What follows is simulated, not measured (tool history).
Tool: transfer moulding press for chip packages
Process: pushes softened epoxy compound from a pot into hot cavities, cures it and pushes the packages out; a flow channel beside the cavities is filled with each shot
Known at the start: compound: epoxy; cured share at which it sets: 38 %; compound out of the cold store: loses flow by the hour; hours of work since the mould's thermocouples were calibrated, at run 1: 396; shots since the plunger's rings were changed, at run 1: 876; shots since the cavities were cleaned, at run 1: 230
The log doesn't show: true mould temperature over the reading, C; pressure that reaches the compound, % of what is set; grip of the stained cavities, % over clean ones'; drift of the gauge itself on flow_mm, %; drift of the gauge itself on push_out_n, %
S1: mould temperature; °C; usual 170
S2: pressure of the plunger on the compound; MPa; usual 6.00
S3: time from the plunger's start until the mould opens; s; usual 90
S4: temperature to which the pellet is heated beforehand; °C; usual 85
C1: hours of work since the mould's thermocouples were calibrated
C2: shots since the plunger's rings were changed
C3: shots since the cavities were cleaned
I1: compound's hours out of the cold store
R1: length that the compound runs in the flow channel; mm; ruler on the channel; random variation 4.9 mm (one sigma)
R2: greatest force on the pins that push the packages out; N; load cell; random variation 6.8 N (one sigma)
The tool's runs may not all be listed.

{"run": 1, "hour": 0.0, "S1": 170, "S2": 6.0, "S3": 90, "S4": 85, "C1": 396, "C2": 876, "C3": 230, "I1": 33.4, "R1": 577, "R2": 321}
{"hour": 19.0, "done": "cavities cleaned with cleaning compound and waxed"}
{"run": 2, "hour": 40.9, "S1": 170, "S2": 6.0, "S3": 90, "S4": 85, "C1": 420, "C2": 1366, "C3": 273, "I1": 17.1, "R1": 610, "R2": 340}
{"hour": 58.5, "done": "cavities cleaned with cleaning compound and waxed"}
{"run": 3, "hour": 72.2, "S1": 170, "S2": 6.0, "S3": 90, "S4": 85, "C1": 438, "C2": 1737, "C3": 171, "I1": 26.1, "R1": 585, "R2": 318}
{"hour": 98.5, "done": "cavities cleaned with cleaning compound and waxed"}
{"run": 4, "hour": 107.0, "S1": 170, "S2": 6.0, "S3": 90, "S4": 85, "C1": 459, "C2": 2151, "C3": 106, "I1": 44.5, "R1": 540, "R2": 295}
{"hour": 134.9, "done": "cavities cleaned with cleaning compound and waxed"}
{"run": 5, "hour": 166.2, "S1": 170, "S2": 6.0, "S3": 90, "S4": 85, "C1": 494, "C2": 2868, "C3": 389, "I1": 29.1, "R1": 568, "R2": 328}
{"hour": 174.1, "done": "cavities cleaned with cleaning compound and waxed"}
{"run": 6, "hour": 192.9, "S1": 170, "S2": 6.0, "S3": 90, "S4": 85, "C1": 510, "C2": 3181, "C3": 234, "I1": 14.8, "R1": 594, "R2": 317}
{"hour": 210.9, "done": "cavities cleaned with cleaning compound and waxed"}
{"hour": 242.1, "done": "mould's thermocouples calibrated"}
{"hour": 252.1, "done": "cavities cleaned with cleaning compound and waxed"}
{"run": 7, "hour": 254.0, "S1": 170, "S2": 6.0, "S3": 90, "S4": 85, "C1": 6, "C2": 3879, "C3": 24, "I1": 13.7, "R1": 601, "R2": 281}
{"hour": 289.2, "done": "cavities cleaned with cleaning compound and waxed"}
{"run": 8, "hour": 292.8, "S1": 170, "S2": 6.0, "S3": 90, "S4": 85, "C1": 29, "C2": 4342, "C3": 44, "I1": 21.9, "R1": 572, "R2": 306}
{"hour": 299.7, "done": "plunger's sealing rings changed"}
{"hour": 329.6, "done": "cavities cleaned with cleaning compound and waxed"}
{"run": 9, "hour": 340.7, "S1": 170, "S2": 6.0, "S3": 90, "S4": 85, "C1": 56, "C2": 492, "C3": 138, "I1": 21.2, "R1": 620, "R2": 324}
{"hour": 368.9, "done": "cavities cleaned with cleaning compound and waxed"}
{"run": 10, "hour": 384.6, "S1": 163, "S2": 6.62, "S3": 121, "S4": 85, "C1": 83, "C2": 1019, "C3": 196, "I1": 21.0, "R1": 661, "R2": 314}
{"hour": 407.2, "done": "cavities cleaned with cleaning compound and waxed"}
{"run": 11, "hour": 418.4, "S1": 164, "S2": 6.19, "S3": 121, "S4": 85, "C1": 103, "C2": 1421, "C3": 140, "I1": 37.8, "R1": 598, "R2": 296}
{"hour": 444.8, "done": "cavities cleaned with cleaning compound and waxed"}
{"run": 12, "hour": 445.7, "S1": 164, "S2": 6.19, "S3": 121, "S4": 85, "C1": 118, "C2": 1742, "C3": 12, "I1": 33.5, "R1": 595, "R2": 267}
{"hour": 482.6, "done": "cavities cleaned with cleaning compound and waxed"}
{"run": 13, "hour": 482.6, "S1": 168, "S2": 5.93, "S3": 112, "S4": 80, "C1": 140, "C2": 2181, "C3": 0, "I1": 28.0, "R1": 590, "R2": 244}
{"hour": 519.1, "done": "cavities cleaned with cleaning compound and waxed"}
{"run": 14, "hour": 519.1, "S1": 168, "S2": 5.93, "S3": 96, "S4": 85, "C1": 162, "C2": 2617, "C3": 0, "I1": 28.1, "R1": 580, "R2": 297}
{"run": 15, "hour": 543.4, "S1": 166, "S2": 6.0, "S3": 125, "S4": 85, "C1": 177, "C2": 2918, "C3": 301, "I1": 39.0, "R1": 554, "R2": 302}
{"hour": 558.9, "done": "cavities cleaned with cleaning compound and waxed"}
{"hour": 596.8, "done": "cavities cleaned with cleaning compound and waxed"}
{"run": 16, "hour": 598.5, "S1": 166, "S2": 6.0, "S3": 125, "S4": 85, "C1": 209, "C2": 3567, "C3": 21, "I1": 37.6, "R1": 550, "R2": 251}

The next listed run, before its measurement:
{"hour": 636.2, "done": "cavities cleaned with cleaning compound and waxed"}
{"run": 17, "hour": 658.1, "S1": 163, "S2": 6.0, "S3": 77, "S4": 85, "C1": 245, "C2": 4289, "C3": 272, "I1": 18.5, "R1": "?", "R2": "?"}

R1: 615 mm
R2: 727 N
Without the tool's hidden state the same run would have given R1 661 mm, R2 618 N.
